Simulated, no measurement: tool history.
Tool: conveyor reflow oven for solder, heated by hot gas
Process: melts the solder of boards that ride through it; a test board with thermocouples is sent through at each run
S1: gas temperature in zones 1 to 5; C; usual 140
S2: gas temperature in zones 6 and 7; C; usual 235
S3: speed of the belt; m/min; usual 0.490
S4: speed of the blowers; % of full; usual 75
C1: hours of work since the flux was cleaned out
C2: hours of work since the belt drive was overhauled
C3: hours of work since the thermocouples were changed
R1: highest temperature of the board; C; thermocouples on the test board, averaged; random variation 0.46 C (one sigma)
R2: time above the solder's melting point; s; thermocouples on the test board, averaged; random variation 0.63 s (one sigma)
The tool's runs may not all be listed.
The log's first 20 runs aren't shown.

Run 21, day 8.929: usual settings but S2 227 C, S3 0.450 m/min, S4 81 % of full; C1 328; C2 250; C3 328. Result: R1 214.0 C, R2 70.6 s.
Run 22, day 9.246: usual settings but S2 227 C, S3 0.574 m/min, S4 61 % of full; C1 332; C2 255; C3 332. Result: R1 202.3 C, R2 38.3 s.
Run 23, day 9.533: usual settings but S1 149 C, S2 244 C, S3 0.466 m/min, S4 61 % of full; C1 336; C2 259; C3 336. Result: R1 225.5 C, R2 77.3 s.
Run 24, day 10.096: usual settings but S1 148 C, S2 244 C, S3 0.466 m/min, S4 61 % of full; C1 344; C2 266; C3 344. Result: R1 225.4 C, R2 77.6 s.
Run 25, day 10.658: usual settings but S1 148 C, S2 244 C, S3 0.482 m/min, S4 61 % of full; C1 352; C2 274; C3 352. Result: R1 224.4 C, R2 74.8 s.
Run 26, day 11.071: usual settings but S2 234 C, S4 84 % of full; C1 358; C2 280; C3 358. Result: R1 218.7 C, R2 67.1 s.
Run 27, day 11.433: usual settings but S2 234 C, S4 84 % of full; C1 363; C2 285; C3 363. Result: R1 219.1 C, R2 66.8 s.
Run 28, day 11.954: usual settings but S2 234 C, S4 84 % of full; C1 371; C2 293; C3 371. Result: R1 218.6 C, R2 66.1 s.
Run 29, day 12.400: usual settings but S2 234 C, S4 84 % of full; C1 377; C2 299; C3 377. Result: R1 217.9 C, R2 66.0 s.
Run 30, day 12.829: usual settings but S1 126 C, S2 236 C, S3 0.573 m/min, S4 84 % of full; C1 383; C2 305; C3 383. Result: R1 211.8 C, R2 46.0 s.

Forecast each of these 5 alternatives for the next run:
Run A, day 13.421: usual settings but S1 128 C, S2 239 C, S3 0.573 m/min, S4 74 % of full; C1 391; C2 313; C3 391. Result: R1 ?, R2 ?.
Run B, day 13.421: usual settings but S1 142 C, S2 236 C, S3 0.415 m/min, S4 77 % of full; C1 391; C2 313; C3 391. Result: R1 ?, R2 ?.
Run C, day 13.421: usual settings but S1 125 C, S2 245 C, S3 0.493 m/min, S4 84 % of full; C1 391; C2 313; C3 391. Result: R1 ?, R2 ?.
Run D, day 13.421: usual settings but S1 126 C, S2 236 C, S3 0.521 m/min, S4 84 % of full; C1 391; C2 313; C3 391. Result: R1 ?, R2 ?.
Run E, day 13.421: usual settings but S1 154 C, S2 249 C, S3 0.573 m/min, S4 57 % of full; C1 391; C2 313; C3 391. Result: R1 ?, R2 ?.

run     R1    R2
  A  212.8  46.5
  B  223.8  83.8
  C  225.9  65.1
  D  215.5  55.8
  E  221.6  62.9
Without the tool's hidden state the same runs would have given:
run     R1    R2
  A  213.0  46.7
  B  223.9  83.9
  C  226.1  65.2
  D  215.7  56.0
  E  221.8  63.0
